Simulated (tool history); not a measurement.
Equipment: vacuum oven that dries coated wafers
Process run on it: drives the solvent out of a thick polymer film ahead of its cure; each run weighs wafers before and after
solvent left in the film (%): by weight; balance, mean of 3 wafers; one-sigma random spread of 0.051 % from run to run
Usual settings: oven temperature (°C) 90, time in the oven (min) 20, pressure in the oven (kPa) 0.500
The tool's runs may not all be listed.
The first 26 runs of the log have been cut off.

Run 27, day 10.079: usual settings but oven temperature (°C) 79, time in the oven (min) 26, pressure in the oven (kPa) 1.986. Result: solvent left in the film (%) 3.20.
Run 28, day 10.325: usual settings but time in the oven (min) 29. Result: solvent left in the film (%) 0.61.
Run 29, day 10.650: usual settings but oven temperature (°C) 95, time in the oven (min) 12, pressure in the oven (kPa) 1.273. Result: solvent left in the film (%) 2.15.
Run 30, day 11.075: usual settings but oven temperature (°C) 77, pressure in the oven (kPa) 1.715. Result: solvent left in the film (%) 4.65.
Run 31, day 11.312: usual settings but oven temperature (°C) 78. Result: solvent left in the film (%) 3.46.
Run 32, day 11.746: usual settings but oven temperature (°C) 99. Result: solvent left in the film (%) 0.34.
Run 33, day 12.088: usual settings but oven temperature (°C) 98, pressure in the oven (kPa) 0.958. Result: solvent left in the film (%) 0.56.
Run 34, day 12.475: usual settings but oven temperature (°C) 98, pressure in the oven (kPa) 0.958. Result: solvent left in the film (%) 0.61.
Run 35, day 12.758: usual settings but time in the oven (min) 26, pressure in the oven (kPa) 0.260. Result: solvent left in the film (%) 0.58.
Run 36, day 13.204: usual settings but oven temperature (°C) 102, pressure in the oven (kPa) 0.286. Result: solvent left in the film (%) 0.25.
Run 37, day 13.583: usual settings but pressure in the oven (kPa) 0.447. Result: solvent left in the film (%) 1.22.
Run 38, day 14.062: usual settings but pressure in the oven (kPa) 0.447. Result: solvent left in the film (%) 1.12.

Branching from run 38: 4 alternative next runs. What would each branch give?
Run A, day 14.329: usual settings but pressure in the oven (kPa) 0.363. Result: solvent left in the film (%) ?.
Run B, day 14.329: usual settings but time in the oven (min) 19. Result: solvent left in the film (%) ?.
Run C, day 14.329: usual settings but time in the oven (min) 12, pressure in the oven (kPa) 0.577. Result: solvent left in the film (%) ?.
Run D, day 14.329: usual settings but oven temperature (°C) 99, pressure in the oven (kPa) 0.402. Result: solvent left in the film (%) ?.

run  solvent left in the film (%)
  A                          1.11
  B                          1.27
  C                          2.94
  D                          0.47
Stripped of hidden state, with their random variation kept, the same runs would have yielded:
run  solvent left in the film (%)
  A                          1.14
  B                          1.30
  C                          3.06
  D                          0.44
